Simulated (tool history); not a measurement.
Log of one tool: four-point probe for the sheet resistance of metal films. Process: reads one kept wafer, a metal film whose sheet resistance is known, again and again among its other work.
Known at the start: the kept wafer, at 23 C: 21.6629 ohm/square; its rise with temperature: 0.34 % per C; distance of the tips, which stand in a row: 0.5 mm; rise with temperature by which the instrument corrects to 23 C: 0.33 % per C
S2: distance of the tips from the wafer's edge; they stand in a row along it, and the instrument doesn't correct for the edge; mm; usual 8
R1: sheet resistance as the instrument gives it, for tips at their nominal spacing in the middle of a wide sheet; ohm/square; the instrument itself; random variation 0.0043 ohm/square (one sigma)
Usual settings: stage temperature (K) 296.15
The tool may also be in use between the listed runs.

Run 1, day 0.000: usual settings. Result: R1 21.711839 ohm/square.
Run 2, day 2.379: usual settings. Result: R1 21.711200 ohm/square.
Run 3, day 6.888: usual settings. Result: R1 21.706879 ohm/square.
Run 4, day 11.192: usual settings but stage temperature (K) 301.15. Result: R1 21.723726 ohm/square.
Run 5, day 15.946: usual settings but S2 50 mm. Result: R1 21.662209 ohm/square.
Run 6, day 21.183: usual settings but S2 50 mm. Result: R1 21.665478 ohm/square.
Run 7, day 24.004: usual settings but S2 50 mm. Result: R1 21.664230 ohm/square.
Run 8, day 27.825: usual settings but S2 7 mm. Result: R1 21.727270 ohm/square.
Run 9, day 31.467: usual settings but S2 7 mm. Result: R1 21.723075 ohm/square.
Run 10, day 33.621: usual settings but S2 7 mm. Result: R1 21.731522 ohm/square.
Run 11, day 37.246: usual settings but S2 7 mm. Result: R1 21.723429 ohm/square.
Run 12, day 39.517: usual settings. Result: R1 21.708550 ohm/square.
Run 13, day 42.850: usual settings but S2 6 mm. Result: R1 21.741561 ohm/square.
At day 45.192: new probe head fitted.
Run 14, day 45.783: usual settings but S2 6 mm. Result: R1 21.738573 ohm/square.
Run 15, day 48.029: usual settings but stage temperature (K) 295.15. Result: R1 21.708004 ohm/square.
Run 16, day 50.217: usual settings but S2 30 mm. Result: R1 21.666799 ohm/square.
Run 17, day 54.412: usual settings but S2 6 mm. Result: R1 21.747248 ohm/square.
Run 18, day 59.638: usual settings but S2 6 mm. Result: R1 21.743173 ohm/square.
Run 19, day 63.021: usual settings but S2 32 mm. Result: R1 21.663743 ohm/square.
Run 20, day 67.817: usual settings but S2 40 mm. Result: R1 21.671754 ohm/square.
Run 21, day 70.592: usual settings but S2 40 mm. Result: R1 21.661715 ohm/square.
Run 22, day 73.229: usual settings but S2 7 mm. Result: R1 21.722143 ohm/square.
Run 23, day 77.271: usual settings but S2 26 mm. Result: R1 21.668340 ohm/square.
At day 79.442: stage's thermometer calibrated.
Run 24, day 80.596: usual settings but S2 26 mm. Result: R1 21.669015 ohm/square.
Run 25, day 85.583: usual settings but S2 26 mm. Result: R1 21.670861 ohm/square.
Run 26, day 89.621: usual settings but stage temperature (K) 304.15. Result: R1 21.737601 ohm/square.
Run 27, day 94.308: usual settings but stage temperature (K) 295.15. Result: R1 21.702411 ohm/square.
Run 28, day 96.917: usual settings but stage temperature (K) 304.15, S2 6 mm. Result: R1 21.766926 ohm/square.
Run 29, day 100.596: usual settings but stage temperature (K) 304.15, S2 6 mm. Result: R1 21.770439 ohm/square.
Run 30, day 104.183: usual settings but stage temperature (K) 300.15. Result: R1 21.723445 ohm/square.
Run 31, day 108.054: usual settings but stage temperature (K) 300.15. Result: R1 21.721980 ohm/square.
Run 32, day 110.904: usual settings but stage temperature (K) 292.15, S2 3 mm. Result: R1 21.976292 ohm/square.
Run 33, day 114.725: usual settings but stage temperature (K) 292.15, S2 3 mm. Result: R1 21.965756 ohm/square.
Run 34, day 117.438: usual settings but stage temperature (K) 293.15, S2 22 mm. Result: R1 21.657524 ohm/square.
Run 35, day 119.988: usual settings but stage temperature (K) 306.15, S2 7 mm. Result: R1 21.750284 ohm/square.
Run 36, day 122.500: usual settings but S2 10 mm. Result: R1 21.685782 ohm/square.
Run 37, day 125.888: usual settings. Result: R1 21.716557 ohm/square.
Run 38, day 128.271: usual settings but stage temperature (K) 297.15. Result: R1 21.711488 ohm/square.
Run 39, day 130.458: usual settings but stage temperature (K) 294.15, S2 12 mm. Result: R1 21.674730 ohm/square.
Run 40, day 135.371: usual settings but stage temperature (K) 294.15, S2 12 mm. Result: R1 21.680995 ohm/square.
Run 41, day 138.525: usual settings but stage temperature (K) 294.15, S2 12 mm. Result: R1 21.675848 ohm/square.
Run 42, day 143.250: usual settings but stage temperature (K) 294.15, S2 12 mm. Result: R1 21.676445 ohm/square.
Run 43, day 146.579: usual settings but stage temperature (K) 293.15, S2 19 mm. Result: R1 21.666316 ohm/square.
Run 44, day 150.229: usual settings but stage temperature (K) 293.15, S2 4 mm. Result: R1 21.838034 ohm/square.

Forecast run 45:
Run 45, day 154.854: usual settings but stage temperature (K) 295.15, S2 4 mm. Result: R1 ?.

{"run 45": {"R1": 21.842098}}
Without the tool's hidden state the same run would have given R1 21.839945 ohm/square.

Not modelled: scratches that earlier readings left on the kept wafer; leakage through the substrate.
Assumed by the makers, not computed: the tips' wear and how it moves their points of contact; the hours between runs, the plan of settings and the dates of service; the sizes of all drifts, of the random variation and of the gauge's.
